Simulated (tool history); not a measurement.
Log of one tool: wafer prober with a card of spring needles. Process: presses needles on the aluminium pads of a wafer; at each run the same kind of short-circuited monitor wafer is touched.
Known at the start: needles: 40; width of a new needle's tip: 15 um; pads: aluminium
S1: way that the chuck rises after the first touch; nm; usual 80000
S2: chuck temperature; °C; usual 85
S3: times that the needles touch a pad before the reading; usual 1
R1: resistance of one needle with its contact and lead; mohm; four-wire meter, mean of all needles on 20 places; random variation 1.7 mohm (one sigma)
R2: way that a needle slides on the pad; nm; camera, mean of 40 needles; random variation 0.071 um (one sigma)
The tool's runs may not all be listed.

run   hour     S1   S2  S3   R1     R2
  1      0  80000   85   1  169  16230
       3.4  -- tips cleaned on abrasive film
      10.1  -- tips cleaned on abrasive film
      16.8  -- tips cleaned on abrasive film
      23.4  -- tips cleaned on abrasive film
      28.7  -- height of the first contact set anew
      30.4  -- tips cleaned on abrasive film
      37.1  -- tips cleaned on abrasive film
      43.8  -- tips cleaned on abrasive film
  2   49.5  80000   85   2  167  16330
      51.2  -- tips cleaned on abrasive film
      57.9  -- tips cleaned on abrasive film
      64.6  -- tips cleaned on abrasive film
      71.3  -- tips cleaned on abrasive film
      77.9  -- tips cleaned on abrasive film
      84.6  -- tips cleaned on abrasive film
      91.3  -- tips cleaned on abrasive film
  3   94.5  80000   85   3  169  16300
      99.5  -- tips cleaned on abrasive film
     106.2  -- tips cleaned on abrasive film
     112.9  -- tips cleaned on abrasive film
     119.6  -- tips cleaned on abrasive film
     126.2  -- tips cleaned on abrasive film
     134.6  -- tips cleaned on abrasive film
     141.2  -- tips cleaned on abrasive film
  4  141.4  80000   85   3  167  16310
     148.1  -- tips cleaned on abrasive film
     154.8  -- tips cleaned on abrasive film
     161.5  -- tips cleaned on abrasive film
     169.8  -- tips cleaned on abrasive film
     176.5  -- tips cleaned on abrasive film
     184.8  -- tips cleaned on abrasive film
  5  189.2  80000   85   1  165  16280
     191.1  -- height of the first contact set anew
     192.9  -- tips cleaned on abrasive film
     199.6  -- tips cleaned on abrasive film
     206.2  -- tips cleaned on abrasive film
     214.6  -- tips cleaned on abrasive film
     221.2  -- tips cleaned on abrasive film
  6  223.1  80000   85   1  169  16320
     228.1  -- tips cleaned on abrasive film
     234.8  -- tips cleaned on abrasive film
     241.5  -- tips cleaned on abrasive film
     248.2  -- tips cleaned on abrasive film
     254.9  -- tips cleaned on abrasive film
     263.2  -- tips cleaned on abrasive film
     269.9  -- tips cleaned on abrasive film
  7  275.8  80000   85   1  165  16410
     277.6  -- tips cleaned on abrasive film
     284.2  -- tips cleaned on abrasive film
     290.9  -- tips cleaned on abrasive film
     297.6  -- tips cleaned on abrasive film
  8  301.7  80000   85   1  170  16480
     305.1  -- tips cleaned on abrasive film
     311.8  -- tips cleaned on abrasive film
     318.5  -- tips cleaned on abrasive film
     325.1  -- tips cleaned on abrasive film
     331.8  -- tips cleaned on abrasive film
  9  335.8  80000   85   1  168  16450
     339.2  -- tips cleaned on abrasive film
     345.9  -- tips cleaned on abrasive film
     352.7  -- height of the first contact set anew
     354.5  -- tips cleaned on abrasive film
     361.2  -- tips cleaned on abrasive film
     369.5  -- tips cleaned on abrasive film
     377.8  -- tips cleaned on abrasive film
 10  381.5  80000   85   1  168  16480
     384.8  -- tips cleaned on abrasive film
     391.5  -- tips cleaned on abrasive film
     398.2  -- tips cleaned on abrasive film
     404.9  -- tips cleaned on abrasive film
     411.6  -- tips cleaned on abrasive film
     418.2  -- tips cleaned on abrasive film
 11  422.3  80000   85   1  165  16400
     425.7  -- tips cleaned on abrasive film
       434  -- tips cleaned on abrasive film
     442.4  -- tips cleaned on abrasive film
       449  -- tips cleaned on abrasive film
     455.7  -- tips cleaned on abrasive film
 12  458.6  80000   85   1  169  16520
     463.6  -- tips cleaned on abrasive film
       472  -- tips cleaned on abrasive film
     480.3  -- tips cleaned on abrasive film
       487  -- tips cleaned on abrasive film
     493.7  -- tips cleaned on abrasive film
     500.3  -- tips cleaned on abrasive film
 13  504.1  76000   80   2  166  15640
     507.5  -- tips cleaned on abrasive film
     514.2  -- tips cleaned on abrasive film
     514.5  -- height of the first contact set anew
     521.2  -- tips cleaned on abrasive film
 14  526.9  76000   80   2  167  15750
     528.6  -- tips cleaned on abrasive film
     535.3  -- tips cleaned on abrasive film
       542  -- tips cleaned on abrasive film
     550.3  -- tips cleaned on abrasive film
       557  -- tips cleaned on abrasive film
 15  559.5  76000   80   2  170  15790
     564.5  -- tips cleaned on abrasive film
     571.2  -- tips cleaned on abrasive film
     577.9  -- tips cleaned on abrasive film
     584.6  -- tips cleaned on abrasive film
     591.3  -- tips cleaned on abrasive film
     597.9  -- tips cleaned on abrasive film
 16  602.3  76000   80   2  167  15730
     605.7  -- tips cleaned on abrasive film
     612.4  -- tips cleaned on abrasive film
     619.1  -- tips cleaned on abrasive film
     627.1  -- tips cleaned on abrasive film
 17  627.1  89000   74   1  165  18470
     633.7  -- tips cleaned on abrasive film
     640.4  -- tips cleaned on abrasive film
     647.1  -- tips cleaned on abrasive film
     653.8  -- tips cleaned on abrasive film
     660.5  -- tips cleaned on abrasive film
     668.8  -- tips cleaned on abrasive film
 18  670.3  89000   74   1  166  18420
       677  -- tips cleaned on abrasive film
     677.3  -- height of the first contact set anew
       684  -- tips cleaned on abrasive film
     690.6  -- tips cleaned on abrasive film
     697.3  -- tips cleaned on abrasive film
       704  -- tips cleaned on abrasive film
     710.7  -- tips cleaned on abrasive film
     717.4  -- tips cleaned on abrasive film
 19  723.9  72000  121   2  176  15040
     725.7  -- tips cleaned on abrasive film
     732.3  -- tips cleaned on abrasive film
       739  -- tips cleaned on abrasive film
     745.7  -- tips cleaned on abrasive film
 20  751.9  80000   28   1  156  16520
     753.6  -- tips cleaned on abrasive film
     760.3  -- tips cleaned on abrasive film
       767  -- tips cleaned on abrasive film
     773.7  -- tips cleaned on abrasive film
     780.3  -- tips cleaned on abrasive film
       787  -- tips cleaned on abrasive film
 21  788.9  80000   28   1  157  16580
     793.9  -- tips cleaned on abrasive film
     800.6  -- tips cleaned on abrasive film
     807.3  -- tips cleaned on abrasive film
       814  -- tips cleaned on abrasive film
 22    817  80000   55   1  161  16600
       822  -- tips cleaned on abrasive film
     830.3  -- tips cleaned on abrasive film
       837  -- tips cleaned on abrasive film
       839  -- height of the first contact set anew
       844  -- tips cleaned on abrasive film
     850.7  -- tips cleaned on abrasive film
     857.4  -- tips cleaned on abrasive film
     864.1  -- tips cleaned on abrasive film
 23  866.1  80000   63   1  165  16580
     871.1  -- tips cleaned on abrasive film
     877.8  -- tips cleaned on abrasive film
     884.5  -- tips cleaned on abrasive film
     891.1  -- tips cleaned on abrasive film
     897.8  -- tips cleaned on abrasive film
     906.1  -- tips cleaned on abrasive film
     912.8  -- tips cleaned on abrasive film
 24  913.3  62000   34   2  161  12840

Forecast each of these 3 alternatives for the next run:
       920  -- tips cleaned on abrasive film
     926.6  -- tips cleaned on abrasive film
     933.3  -- tips cleaned on abrasive film
       940  -- tips cleaned on abrasive film
  A  946.1  75000   74   2   ?   ?
       920  -- tips cleaned on abrasive film
     926.6  -- tips cleaned on abrasive film
     933.3  -- tips cleaned on abrasive film
       940  -- tips cleaned on abrasive film
  B  946.1  98000  103   2   ?   ?
       920  -- tips cleaned on abrasive film
     926.6  -- tips cleaned on abrasive film
     933.3  -- tips cleaned on abrasive film
       940  -- tips cleaned on abrasive film
  C  946.1  95000   34   2   ?   ?

run   R1     R2
  A  164  15560
  B  169  20400
  C  157  19830
Without the tool's hidden state the same runs would have given:
run   R1     R2
  A  163  15200
  B  169  19920
  C  156  19370

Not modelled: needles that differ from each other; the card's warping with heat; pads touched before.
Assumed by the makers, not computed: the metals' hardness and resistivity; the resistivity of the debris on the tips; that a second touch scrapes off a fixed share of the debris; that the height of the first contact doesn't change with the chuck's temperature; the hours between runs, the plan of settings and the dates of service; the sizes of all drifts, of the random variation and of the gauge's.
